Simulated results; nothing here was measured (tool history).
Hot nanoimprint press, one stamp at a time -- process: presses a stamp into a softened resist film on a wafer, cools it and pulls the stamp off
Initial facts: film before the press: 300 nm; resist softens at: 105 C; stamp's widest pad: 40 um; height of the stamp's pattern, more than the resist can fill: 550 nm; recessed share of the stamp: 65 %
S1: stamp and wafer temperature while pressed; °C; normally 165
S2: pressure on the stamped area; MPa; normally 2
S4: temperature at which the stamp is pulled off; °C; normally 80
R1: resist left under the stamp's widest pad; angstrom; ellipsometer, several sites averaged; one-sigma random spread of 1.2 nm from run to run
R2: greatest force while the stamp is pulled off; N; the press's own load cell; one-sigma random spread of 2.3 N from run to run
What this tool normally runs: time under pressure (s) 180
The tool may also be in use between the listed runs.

Run 1, day 0: usual settings. Result: R1 1741 angstrom, R2 123 N.
Run 2, day 0.617: usual settings. Result: R1 1720 angstrom, R2 124 N.
Run 3, day 1.529: usual settings but S2 2.88 MPa. Result: R1 1483 angstrom, R2 103 N.
Run 4, day 2.083: usual settings but time under pressure (s) 99. Result: R1 2097 angstrom, R2 105 N.
Run 5, day 2.475: usual settings but time under pressure (s) 99. Result: R1 2037 angstrom, R2 105 N.
Run 6, day 2.983: usual settings but time under pressure (s) 99. Result: R1 2092 angstrom, R2 110 N.
Run 7, day 3.533: usual settings but time under pressure (s) 99. Result: R1 2080 angstrom, R2 111 N.
Run 8, day 4.15: usual settings but time under pressure (s) 99. Result: R1 2091 angstrom, R2 111 N.
Run 9, day 4.771: usual settings. Result: R1 1754 angstrom, R2 115 N.
Run 10, day 5.233: usual settings but S2 3.2 MPa. Result: R1 1430 angstrom, R2 120 N.
Run 11, day 5.896: usual settings but S2 3.2 MPa. Result: R1 1438 angstrom, R2 120 N.
Run 12, day 6.296: usual settings but S2 3.2 MPa. Result: R1 1437 angstrom, R2 121 N.
Run 13, day 6.825: usual settings but S2 3.2 MPa. Result: R1 1447 angstrom, R2 123 N.
Run 14, day 7.612: usual settings. Result: R1 1763 angstrom, R2 122 N.
Run 15, day 7.929: usual settings. Result: R1 1747 angstrom, R2 125 N.
Run 16, day 8.404: usual settings. Result: R1 1770 angstrom, R2 128 N.
Run 17, day 9.188: usual settings but S2 2.58 MPa, S4 66 °C. Result: R1 1575 angstrom, R2 131 N.
Run 18, day 9.767: usual settings but S2 2.8 MPa, time under pressure (s) 128. Result: R1 1740 angstrom, R2 106 N.
Run 19, day 10.496: usual settings but time under pressure (s) 174. Result: R1 1799 angstrom, R2 105 N.
Run 20, day 10.975: usual settings but S1 167 °C. Result: R1 1612 angstrom, R2 113 N.
Run 21, day 11.558: usual settings but S1 175 °C, S2 1.46 MPa. Result: R1 1257 angstrom, R2 112 N.
Run 22, day 12.071: usual settings but S1 173 °C, time under pressure (s) 220. Result: R1 1107 angstrom, R2 119 N.
Run 23, day 12.758: usual settings but time under pressure (s) 101. Result: R1 2091 angstrom, R2 120 N.
Run 24, day 13.083: usual settings but S2 1.33 MPa, time under pressure (s) 112. Result: R1 2280 angstrom, R2 116 N.
Run 25, day 13.458: usual settings but S2 1.33 MPa, time under pressure (s) 112. Result: R1 2281 angstrom, R2 119 N.
Run 26, day 14.029: usual settings but S1 161 °C, S2 2.6 MPa, time under pressure (s) 107, S4 75 °C. Result: R1 2196 angstrom, R2 128 N.
Run 27, day 14.45: usual settings but S2 2.64 MPa. Result: R1 1598 angstrom, R2 120 N.
Run 28, day 14.971: usual settings but S1 174 °C, S4 77 °C. Result: R1 1151 angstrom, R2 127 N.
Run 29, day 15.683: usual settings but S1 162 °C, S2 1.43 MPa, time under pressure (s) 160, S4 84 °C. Result: R1 2303 angstrom, R2 115 N.

Put back what was entered between runs (4 entries, withheld): which listed runs does each sit between, and how does the hidden state differ from the listed run before to the listed run after?
After run 2, before run 3: stamp cleaned and given a new release coat (day 1.438)
  true temperature over the reading, C: 0.12 -> 0.08; pressure that arrives at the usual setting, %: 99.53 -> 99.51; grip of the stamp's worn release coat, % over a new coat's: 17.9 -> 0.2
  measured minus no-state result, R1: -6 -> -2 angstrom; R2: +18 -> +0 N
After run 8, before run 9: plate thermocouple calibrated (day 4.338)
  true temperature over the reading, C: -0.05 -> -0.09; pressure that arrives at the usual setting, %: 99.42 -> 99.4; grip of the stamp's worn release coat, % over a new coat's: 7.4 -> 8.8
  measured minus no-state result, R1: +8 -> +12 angstrom; R2: +7 -> +9 N
After run 13, before run 14: plate thermocouple calibrated, once more (day 7.171)
  true temperature over the reading, C: -0.2 -> -0.09; pressure that arrives at the usual setting, %: 99.33 -> 99.3; grip of the stamp's worn release coat, % over a new coat's: 14.4 -> 16.2
  measured minus no-state result, R1: +22 -> +12 angstrom; R2: +16 -> +18 N
After run 16, before run 17: stamp cleaned and given a new release coat (day 9.017)
  true temperature over the reading, C: -0.13 -> -0.16; pressure that arrives at the usual setting, %: 99.28 -> 99.26; grip of the stamp's worn release coat, % over a new coat's: 18.4 -> 0.5
  measured minus no-state result, R1: +16 -> +19 angstrom; R2: +20 -> +1 N

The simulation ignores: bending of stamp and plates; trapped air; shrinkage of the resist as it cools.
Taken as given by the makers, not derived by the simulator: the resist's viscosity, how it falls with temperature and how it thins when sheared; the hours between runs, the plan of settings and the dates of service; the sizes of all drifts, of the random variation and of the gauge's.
